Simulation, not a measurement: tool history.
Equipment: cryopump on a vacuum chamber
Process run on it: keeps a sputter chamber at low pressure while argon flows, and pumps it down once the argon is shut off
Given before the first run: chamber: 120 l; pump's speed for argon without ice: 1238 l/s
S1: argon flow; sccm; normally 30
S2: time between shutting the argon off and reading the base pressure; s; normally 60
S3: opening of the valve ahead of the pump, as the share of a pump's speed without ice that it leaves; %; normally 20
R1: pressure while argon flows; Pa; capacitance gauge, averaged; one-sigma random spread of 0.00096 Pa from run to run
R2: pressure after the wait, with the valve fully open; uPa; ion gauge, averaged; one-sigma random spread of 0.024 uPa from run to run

run 1 hour=0.0 | S1=30 S2=60 S3=20 | R1=0.2084 R2=1.83
run 2 hour=48.2 | S1=30 S2=60 S3=20 | R1=0.2099 R2=1.90
run 3 hour=72.5 | S1=30 S2=198 S3=20 | R1=0.2134 R2=1.43
run 4 hour=108.5 | S1=30 S2=60 S3=48 | R1=0.0928 R2=1.95
run 5 hour=132.3 | S1=30 S2=60 S3=48 | R1=0.0934 R2=1.97
run 6 hour=177.0 | S1=25 S2=60 S3=20 | R1=0.1773 R2=1.97
run 7 hour=199.4 | S1=25 S2=60 S3=20 | R1=0.1773 R2=2.05
run 8 hour=231.6 | S1=30 S2=60 S3=53 | R1=0.0875 R2=2.06
run 9 hour=269.5 | S1=30 S2=247 S3=53 | R1=0.0886 R2=1.65
run 10 hour=295.6 | S1=30 S2=247 S3=53 | R1=0.0891 R2=1.70
run 11 hour=339.4 | S1=30 S2=247 S3=53 | R1=0.0913 R2=1.72
run 12 hour=359.3 | S1=37 S2=60 S3=20 | R1=0.2687 R2=2.29
run 13 hour=379.7 | S1=45 S2=60 S3=20 | R1=0.3277 R2=2.29
run 14 hour=423.8 | S1=45 S2=60 S3=20 | R1=0.3315 R2=2.36
run 15 hour=448.6 | S1=24 S2=293 S3=56 | R1=0.0724 R2=1.87
run 16 hour=486.0 | S1=24 S2=293 S3=56 | R1=0.0739 R2=1.89
-- hour=494.2 pump warmed up, emptied and cooled again
run 17 hour=513.3 | S1=24 S2=293 S3=56 | R1=0.0594 R2=1.39

Estimate the outcome of run 18 from the log above:
run 18 hour=558.0 | S1=57 S2=68 S3=15 | R1=? R2=?

{"run 18": {"R1": 0.5193, "R2": 1.92}}
Minus the tool's unlogged condition, the same run would have read R1 0.5165 Pa, R2 0.87 uPa.

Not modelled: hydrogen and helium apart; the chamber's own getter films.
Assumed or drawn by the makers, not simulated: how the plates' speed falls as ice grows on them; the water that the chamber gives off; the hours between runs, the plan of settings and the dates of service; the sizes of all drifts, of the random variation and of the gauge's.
